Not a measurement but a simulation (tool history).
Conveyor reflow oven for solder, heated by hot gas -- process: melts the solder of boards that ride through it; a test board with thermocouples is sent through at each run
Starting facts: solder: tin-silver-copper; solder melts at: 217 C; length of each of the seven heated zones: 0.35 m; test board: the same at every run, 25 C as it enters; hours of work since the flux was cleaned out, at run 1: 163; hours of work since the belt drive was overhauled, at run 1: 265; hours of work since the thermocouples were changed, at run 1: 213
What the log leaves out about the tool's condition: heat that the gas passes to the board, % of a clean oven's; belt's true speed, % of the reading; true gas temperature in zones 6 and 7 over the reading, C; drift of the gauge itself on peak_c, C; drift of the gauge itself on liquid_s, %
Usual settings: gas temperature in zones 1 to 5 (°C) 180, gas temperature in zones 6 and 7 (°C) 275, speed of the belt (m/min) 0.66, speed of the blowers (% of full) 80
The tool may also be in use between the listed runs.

| run | day | gas temperature in zones 1 to 5 (°C) | gas temperature in zones 6 and 7 (°C) | speed of the belt (m/min) | speed of the blowers (% of full) | hours of work since the flux was cleaned out | hours of work since the belt drive was overhauled | hours of work since the thermocouples were changed | highest temperature of the board (°C) | time above the solder's melting point (s) |
|---|---|---|---|---|---|---|---|---|---|---|
| 1 | 0 | 180 | 275 | 0.66 | 80 | 163 | 265 | 213 | 266 | 57 |
| 2 | 2.029 | 180 | 275 | 0.66 | 80 | 198 | 300 | 248 | 265.7 | 57.2 |
| 3 | 3.433 | 180 | 275 | 0.66 | 80 | 222 | 324 | 272 | 265.3 | 57.1 |
| 4 | 4.996 | 180 | 275 | 0.66 | 80 | 249 | 351 | 299 | 265.5 | 56.8 |
| 5 | 7.071 | 179 | 275 | 0.66 | 80 | 284 | 386 | 334 | 264.6 | 56.6 |
| 6 | 8.638 | 179 | 275 | 0.66 | 80 | 311 | 413 | 361 | 264.5 | 56.8 |
| 7 | 9.608 | 180 | 275 | 0.66 | 80 | 328 | 430 | 378 | 263.8 | 57.2 |
| 8 | 10.742 | 180 | 275 | 0.538 | 80 | 347 | 449 | 397 | 268.5 | 72.5 |
|  | 11.712 | flux residue cleaned out of gas plates and filters |
| 9 | 12.292 | 180 | 275 | 0.66 | 80 | 10 | 472 | 420 | 264.4 | 56.8 |
| 10 | 14 | 180 | 275 | 0.66 | 80 | 39 | 501 | 450 | 263.8 | 56.9 |
| 11 | 15.992 | 180 | 275 | 0.66 | 80 | 73 | 536 | 484 | 263.9 | 56.7 |
| 12 | 17.083 | 170 | 275 | 0.66 | 80 | 92 | 554 | 502 | 262.8 | 53.6 |
| 13 | 18.392 | 170 | 275 | 0.66 | 80 | 114 | 577 | 525 | 261.7 | 53.6 |
| 14 | 20.183 | 170 | 275 | 0.66 | 80 | 145 | 607 | 555 | 262.1 | 53.5 |
| 15 | 21.229 | 170 | 275 | 0.66 | 80 | 163 | 625 | 573 | 262.1 | 53.4 |
| 16 | 23.108 | 170 | 275 | 0.66 | 80 | 195 | 657 | 606 | 261.8 | 53.3 |
|  | 24.175 | flux residue cleaned out of gas plates and filters, once more |
| 17 | 24.6 | 170 | 275 | 0.66 | 80 | 7 | 680 | 628 | 265.1 | 55.3 |
| 18 | 26.45 | 170 | 275 | 0.66 | 80 | 39 | 711 | 659 | 264.9 | 55 |
| 19 | 28.662 | 187 | 275 | 0.66 | 57 | 77 | 749 | 697 | 263.9 | 59 |
| 20 | 30.671 | 180 | 278 | 0.66 | 75 | 111 | 783 | 732 | 268 | 58.7 |
| 21 | 32.054 | 180 | 278 | 0.66 | 70 | 135 | 807 | 755 | 267.1 | 58.4 |
| 22 | 34.229 | 194 | 275 | 0.66 | 81 | 172 | 844 | 793 | 267.6 | 62.9 |
| 23 | 36.471 | 194 | 275 | 0.66 | 81 | 211 | 883 | 831 | 266.4 | 62.3 |
| 24 | 38.396 | 184 | 275 | 0.66 | 72 | 244 | 916 | 864 | 263.6 | 58.8 |
| 25 | 39.654 | 180 | 270 | 0.689 | 60 | 265 | 937 | 885 | 257 | 51.3 |
| 26 | 40.983 | 180 | 274 | 0.566 | 69 | 288 | 960 | 908 | 265.8 | 68.1 |
| 27 | 42.85 | 180 | 283 | 0.566 | 69 | 320 | 992 | 940 | 274.1 | 71.4 |
| 28 | 43.775 | 185 | 275 | 0.676 | 80 | 336 | 1008 | 956 | 264.6 | 57.5 |
| 29 | 44.892 | 185 | 270 | 0.747 | 80 | 355 | 1027 | 975 | 257.4 | 49.2 |
|  | 45.379 | flux residue cleaned out of gas plates and filters |
| 30 | 46.033 | 172 | 270 | 0.707 | 64 | 11 | 1043 | 991 | 257.1 | 48.1 |
| 31 | 47.379 | 172 | 270 | 0.707 | 64 | 34 | 1066 | 1014 | 256.9 | 48 |

Had the tool no unlogged condition, and each run kept its random variation, what would the results have been?
| run | highest temperature of the board (°C) | time above the solder's melting point (s) |
|---|---|---|
| 1 | 267 | 57.1 |
| 2 | 266.8 | 57.3 |
| 3 | 266.5 | 57.2 |
| 4 | 266.9 | 57 |
| 5 | 266.2 | 56.9 |
| 6 | 266.3 | 57.1 |
| 7 | 265.7 | 57.5 |
| 8 | 270 | 72.5 |
| 9 | 266.8 | 57.3 |
| 10 | 266.2 | 57.4 |
| 11 | 266.6 | 57.3 |
| 12 | 265.8 | 54.6 |
| 13 | 264.8 | 54.6 |
| 14 | 265.4 | 54.6 |
| 15 | 265.5 | 54.5 |
| 16 | 265.4 | 54.5 |
| 17 | 265.7 | 54.7 |
| 18 | 265.6 | 54.4 |
| 19 | 264.7 | 58.4 |
| 20 | 269.1 | 58.2 |
| 21 | 268.4 | 57.9 |
| 22 | 269 | 62.2 |
| 23 | 268 | 61.6 |
| 24 | 265.4 | 58.4 |
| 25 | 258.9 | 51.4 |
| 26 | 267.7 | 67.5 |
| 27 | 276.1 | 70.7 |
| 28 | 267 | 57.2 |
| 29 | 260 | 49.4 |
| 30 | 257.9 | 47.4 |
| 31 | 257.8 | 47.4 |
